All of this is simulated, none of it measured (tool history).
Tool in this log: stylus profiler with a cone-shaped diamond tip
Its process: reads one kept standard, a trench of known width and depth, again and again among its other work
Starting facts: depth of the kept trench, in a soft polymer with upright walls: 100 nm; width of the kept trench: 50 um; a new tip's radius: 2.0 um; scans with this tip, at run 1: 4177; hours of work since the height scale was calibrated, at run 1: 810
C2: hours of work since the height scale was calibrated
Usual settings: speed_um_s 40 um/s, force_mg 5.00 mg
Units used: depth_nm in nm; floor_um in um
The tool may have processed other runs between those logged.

Run 1, day 0.000: usual settings; scans with this tip 4177; C2 810. Result: depth_nm 102.72 nm, floor_um 48.51 um.
Run 2, day 0.921: usual settings; scans with this tip 4253; C2 825. Result: depth_nm 102.67 nm, floor_um 48.46 um.
Run 3, day 1.879: usual settings; scans with this tip 4333; C2 841. Result: depth_nm 102.53 nm, floor_um 48.49 um.
Run 4, day 2.817: usual settings but force_mg 2.32 mg; scans with this tip 4410; C2 856. Result: depth_nm 101.55 nm, floor_um 48.43 um.
Run 5, day 4.108: usual settings; scans with this tip 4517; C2 876. Result: depth_nm 102.74 nm, floor_um 48.49 um.
Run 6, day 5.329: usual settings but force_mg 2.13 mg; scans with this tip 4619; C2 896. Result: depth_nm 101.55 nm, floor_um 48.36 um.
Run 7, day 6.442: usual settings but force_mg 2.13 mg; scans with this tip 4711; C2 914. Result: depth_nm 101.63 nm, floor_um 48.41 um.
Run 8, day 7.108: usual settings but force_mg 2.13 mg; scans with this tip 4766; C2 925. Result: depth_nm 101.77 nm, floor_um 48.42 um.
Run 9, day 7.762: usual settings but force_mg 2.13 mg; scans with this tip 4820; C2 935. Result: depth_nm 101.55 nm, floor_um 48.38 um.
Run 10, day 8.483: usual settings but force_mg 2.13 mg; scans with this tip 4880; C2 947. Result: depth_nm 101.66 nm, floor_um 48.40 um.
Run 11, day 9.854: usual settings but force_mg 2.13 mg; scans with this tip 4994; C2 969. Result: depth_nm 101.51 nm, floor_um 48.41 um.
Run 12, day 11.054: usual settings but force_mg 2.13 mg; scans with this tip 5093; C2 988. Result: depth_nm 101.58 nm, floor_um 48.36 um.
Run 13, day 12.225: usual settings; scans with this tip 5190; C2 1007. Result: depth_nm 102.70 nm, floor_um 48.45 um.
Run 14, day 12.896: usual settings; scans with this tip 5246; C2 1018. Result: depth_nm 102.72 nm, floor_um 48.47 um.
Run 15, day 13.962: usual settings but force_mg 12.92 mg; scans with this tip 5334; C2 1035. Result: depth_nm 104.81 nm, floor_um 48.51 um.
Run 16, day 15.304: usual settings but force_mg 12.92 mg; scans with this tip 5445; C2 1056. Result: depth_nm 104.88 nm, floor_um 48.50 um.
Run 17, day 16.250: usual settings but force_mg 12.92 mg; scans with this tip 5524; C2 1072. Result: depth_nm 104.76 nm, floor_um 48.51 um.
Run 18, day 17.554: usual settings but force_mg 12.92 mg; scans with this tip 5632; C2 1093. Result: depth_nm 104.93 nm, floor_um 48.48 um.
Run 19, day 18.533: usual settings; scans with this tip 5713; C2 1108. Result: depth_nm 102.94 nm, floor_um 48.42 um.
Run 20, day 19.538: usual settings; scans with this tip 5796; C2 1125. Result: depth_nm 102.64 nm, floor_um 48.46 um.
Run 21, day 20.929: usual settings but speed_um_s 28 um/s; scans with this tip 5912; C2 1147. Result: depth_nm 102.65 nm, floor_um 48.50 um.
Run 22, day 22.092: usual settings but speed_um_s 28 um/s; scans with this tip 6008; C2 1166. Result: depth_nm 102.73 nm, floor_um 48.48 um.
Run 23, day 23.338: usual settings; scans with this tip 6111; C2 1186. Result: depth_nm 102.91 nm, floor_um 48.47 um.
Run 24, day 24.600: usual settings but speed_um_s 73 um/s, force_mg 11.35 mg; scans with this tip 6216; C2 1206. Result: depth_nm 104.40 nm, floor_um 48.43 um.
Run 25, day 25.221: usual settings but speed_um_s 73 um/s, force_mg 11.35 mg; scans with this tip 6267; C2 1216. Result: depth_nm 104.46 nm, floor_um 48.43 um.
Run 26, day 26.621: usual settings but speed_um_s 20 um/s, force_mg 3.61 mg; scans with this tip 6383; C2 1238. Result: depth_nm 102.16 nm, floor_um 48.56 um.
Run 27, day 27.592: usual settings but speed_um_s 10 um/s, force_mg 9.70 mg; scans with this tip 6464; C2 1254. Result: depth_nm 104.08 nm, floor_um 48.54 um.
Run 28, day 28.792: usual settings but speed_um_s 10 um/s, force_mg 9.70 mg; scans with this tip 6563; C2 1273. Result: depth_nm 103.99 nm, floor_um 48.60 um.
Run 29, day 29.721: usual settings but speed_um_s 54 um/s, force_mg 6.24 mg; scans with this tip 6640; C2 1288. Result: depth_nm 102.99 nm, floor_um 48.43 um.
Run 30, day 31.158: usual settings but speed_um_s 54 um/s, force_mg 6.24 mg; scans with this tip 6760; C2 1311. Result: depth_nm 102.95 nm, floor_um 48.37 um.
Run 31, day 31.817: usual settings but speed_um_s 26 um/s, force_mg 1.78 mg; scans with this tip 6814; C2 1322. Result: depth_nm 101.61 nm, floor_um 48.43 um.
Run 32, day 32.692: usual settings but speed_um_s 26 um/s, force_mg 1.78 mg; scans with this tip 6887; C2 1336. Result: depth_nm 101.47 nm, floor_um 48.44 um.
Run 33, day 33.625: usual settings but speed_um_s 134 um/s, force_mg 1.73 mg; scans with this tip 6964; C2 1351. Result: depth_nm 101.44 nm, floor_um 47.69 um.
Run 34, day 34.262: usual settings but speed_um_s 18 um/s, force_mg 4.70 mg; scans with this tip 7017; C2 1361. Result: depth_nm 102.61 nm, floor_um 48.48 um.
Run 35, day 35.150: usual settings but speed_um_s 73 um/s, force_mg 4.75 mg; scans with this tip 7090; C2 1376. Result: depth_nm 102.65 nm, floor_um 48.30 um.
Run 36, day 35.792: usual settings but speed_um_s 142 um/s, force_mg 5.26 mg; scans with this tip 7144; C2 1386. Result: depth_nm 102.90 nm, floor_um 48.05 um.
Run 37, day 36.671: usual settings but speed_um_s 12 um/s, force_mg 6.37 mg; scans with this tip 7217; C2 1400. Result: depth_nm 103.21 nm, floor_um 48.53 um.
Run 38, day 37.808: usual settings but speed_um_s 50 um/s, force_mg 4.31 mg; scans with this tip 7311; C2 1418. Result: depth_nm 102.58 nm, floor_um 48.36 um.
Run 39, day 39.321: usual settings but speed_um_s 14 um/s, force_mg 11.29 mg; scans with this tip 7436; C2 1443. Result: depth_nm 104.44 nm, floor_um 48.52 um.
Run 40, day 40.588: usual settings but speed_um_s 63 um/s, force_mg 4.64 mg; scans with this tip 7541; C2 1463. Result: depth_nm 102.59 nm, floor_um 48.34 um.
Run 41, day 42.071: usual settings but speed_um_s 34 um/s, force_mg 5.68 mg; scans with this tip 7664; C2 1487. Result: depth_nm 102.88 nm, floor_um 48.48 um.
Run 42, day 43.504: usual settings but speed_um_s 38 um/s, force_mg 2.50 mg; scans with this tip 7783; C2 1510. Result: depth_nm 101.89 nm, floor_um 48.34 um.
Run 43, day 44.904: usual settings but speed_um_s 143 um/s, force_mg 14.81 mg; scans with this tip 7899; C2 1532. Result: depth_nm 105.49 nm, floor_um 48.27 um.
Run 44, day 45.812: usual settings but speed_um_s 143 um/s, force_mg 14.81 mg; scans with this tip 7974; C2 1547. Result: depth_nm 105.42 nm, floor_um 48.24 um.
Run 45, day 46.600: usual settings but speed_um_s 16 um/s; scans with this tip 8040; C2 1560. Result: depth_nm 102.65 nm, floor_um 48.55 um.
Run 46, day 47.767: usual settings but speed_um_s 15 um/s, force_mg 8.18 mg; scans with this tip 8136; C2 1578. Result: depth_nm 103.74 nm, floor_um 48.53 um.

Forecast each of these 3 alternatives for the next run:
Run A, day 48.412: usual settings but force_mg 5.75 mg; scans with this tip 8190; C2 1589. Result: depth_nm ?, floor_um ?.
Run B, day 48.412: usual settings but speed_um_s 23 um/s, force_mg 8.18 mg; scans with this tip 8190; C2 1589. Result: depth_nm ?, floor_um ?.
Run C, day 48.412: usual settings but speed_um_s 12 um/s, force_mg 2.39 mg; scans with this tip 8190; C2 1589. Result: depth_nm ?, floor_um ?.

run  depth_nm  floor_um
  A    103.01     48.42
  B    103.79     48.47
  C    101.86     48.51
With no hidden state in the tool, these same runs would have given:
run  depth_nm  floor_um
  A    102.58     48.62
  B    103.36     48.68
  C    101.43     48.71

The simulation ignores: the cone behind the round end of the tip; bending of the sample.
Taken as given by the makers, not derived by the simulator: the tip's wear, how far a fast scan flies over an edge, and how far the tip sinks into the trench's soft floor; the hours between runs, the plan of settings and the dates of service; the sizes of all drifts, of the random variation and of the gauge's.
